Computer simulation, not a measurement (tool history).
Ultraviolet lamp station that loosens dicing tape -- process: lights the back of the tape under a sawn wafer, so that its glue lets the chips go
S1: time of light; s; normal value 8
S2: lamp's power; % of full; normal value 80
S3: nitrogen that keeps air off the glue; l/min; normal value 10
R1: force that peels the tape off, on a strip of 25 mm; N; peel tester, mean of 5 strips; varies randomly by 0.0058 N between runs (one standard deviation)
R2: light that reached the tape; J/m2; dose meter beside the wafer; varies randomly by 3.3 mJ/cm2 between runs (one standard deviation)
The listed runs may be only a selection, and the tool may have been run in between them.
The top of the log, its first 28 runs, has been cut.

run   hour  S1  S2  S3     R1    R2
 29  242.5  13  83  13  0.109  7470
 30  250.0  13  83  13  0.108  7470
 31  257.6  14  89  18  0.098  8600
 32  264.6  10  80  19  0.123  5520
 33  274.7   8  72  10  0.252  3930
 34  284.9   8  80  19  0.142  4360
 35  291.7  14  82  12  0.103  7740
 36  298.6  10  82  10  0.137  5500
 37  307.8   8  80  20  0.143  4310
 38  314.0   8  68   6  0.463  3650
 39  320.4   5  71   3  1.573  2370
 40  331.5   6  69  11  0.506  2760
 41  341.9   8  80  10  0.213  4190
 42  347.3   8  80  10  0.224  4210
 43  353.7   8  80  10  0.235  4200
 44  362.7   8  80  10  0.240  4140

Branching from run 44: 3 alternative next runs. What would each branch give?
  A  372.2   8  88  10   ?   ?
  B  372.2   5  80   7   ?   ?
  C  372.2   8  89   6   ?   ?

run     R1    R2
  A  0.203  4570
  B  0.834  2610
  C  0.279  4610
Without the tool's hidden state the same runs would have given:
run     R1    R2
  A  0.139  5890
  B  0.514  3360
  C  0.167  5940

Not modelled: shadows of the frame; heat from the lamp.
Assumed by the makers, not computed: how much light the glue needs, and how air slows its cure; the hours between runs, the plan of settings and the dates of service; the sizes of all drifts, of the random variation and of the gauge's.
